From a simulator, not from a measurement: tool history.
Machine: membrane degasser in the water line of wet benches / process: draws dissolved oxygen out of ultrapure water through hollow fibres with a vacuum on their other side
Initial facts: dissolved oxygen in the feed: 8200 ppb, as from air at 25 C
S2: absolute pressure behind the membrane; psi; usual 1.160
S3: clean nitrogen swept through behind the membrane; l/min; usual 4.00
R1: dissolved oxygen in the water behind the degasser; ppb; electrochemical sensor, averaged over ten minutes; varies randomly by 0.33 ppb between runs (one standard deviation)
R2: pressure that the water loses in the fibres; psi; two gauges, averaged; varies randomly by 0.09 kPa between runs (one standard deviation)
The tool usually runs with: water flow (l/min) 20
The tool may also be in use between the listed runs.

Run 1, hour 0.0: usual settings. Result: R1 75.1 ppb, R2 5.377 psi.
Run 2, hour 344.0: usual settings. Result: R1 75.4 ppb, R2 5.337 psi.
Run 3, hour 520.4: usual settings. Result: R1 76.1 ppb, R2 5.385 psi.
Run 4, hour 852.0: usual settings. Result: R1 76.8 ppb, R2 5.365 psi.
Run 5, hour 1068.0: usual settings. Result: R1 77.2 ppb, R2 5.420 psi.
Run 6, hour 1339.4: usual settings. Result: R1 77.8 ppb, R2 5.420 psi.
Run 7, hour 1511.2: usual settings. Result: R1 78.3 ppb, R2 5.406 psi.
Run 8, hour 1694.3: usual settings. Result: R1 77.5 ppb, R2 5.430 psi.
Run 9, hour 2005.3: usual settings but water flow (l/min) 24. Result: R1 108.5 ppb, R2 6.503 psi.
Run 10, hour 2251.1: usual settings but water flow (l/min) 15, S3 11.37 l/min. Result: R1 21.0 ppb, R2 4.084 psi.
Run 11, hour 2455.2: usual settings but water flow (l/min) 26, S2 2.637 psi, S3 11.37 l/min. Result: R1 137.9 ppb, R2 7.069 psi.
Run 12, hour 2770.0: usual settings but water flow (l/min) 26, S2 2.637 psi, S3 11.37 l/min. Result: R1 137.0 ppb, R2 7.089 psi.
Run 13, hour 3101.0: usual settings but water flow (l/min) 26, S2 1.184 psi, S3 11.37 l/min. Result: R1 81.6 ppb, R2 7.102 psi.
At hour 3395.8: vacuum gauge calibrated.
Run 14, hour 3395.8: usual settings but water flow (l/min) 26, S2 1.184 psi, S3 11.37 l/min. Result: R1 81.9 ppb, R2 7.110 psi.
Run 15, hour 3669.7: usual settings but water flow (l/min) 19, S2 0.965 psi, S3 1.60 l/min. Result: R1 113.8 ppb, R2 5.224 psi.
Run 16, hour 3926.6: usual settings but water flow (l/min) 16, S2 1.587 psi, S3 1.60 l/min. Result: R1 195.8 ppb, R2 4.413 psi.
Run 17, hour 4104.1: usual settings but water flow (l/min) 23. Result: R1 103.5 ppb, R2 6.332 psi.

Predict each of these 4 candidate next runs independently; none follows another, all start after run 17:
Run A, hour 4311.2: usual settings but water flow (l/min) 23, S2 2.207 psi, S3 2.81 l/min. Result: R1 ?, R2 ?.
Run B, hour 4311.2: usual settings but water flow (l/min) 23, S3 2.64 l/min. Result: R1 ?, R2 ?.
Run C, hour 4311.2: usual settings but S2 1.179 psi, S3 3.45 l/min. Result: R1 ?, R2 ?.
Run D, hour 4311.2: usual settings but S2 0.785 psi, S3 1.86 l/min. Result: R1 ?, R2 ?.

run     R1     R2
  A  270.4  6.360
  B  136.4  6.356
  C   92.6  5.519
  D   78.6  5.523
The same runs, with their run-to-run variation unchanged, on a tool lacking any hidden condition would have given:
run     R1     R2
  A  251.9  5.984
  B  122.3  5.981
  C   82.7  5.194
  D   69.2  5.197
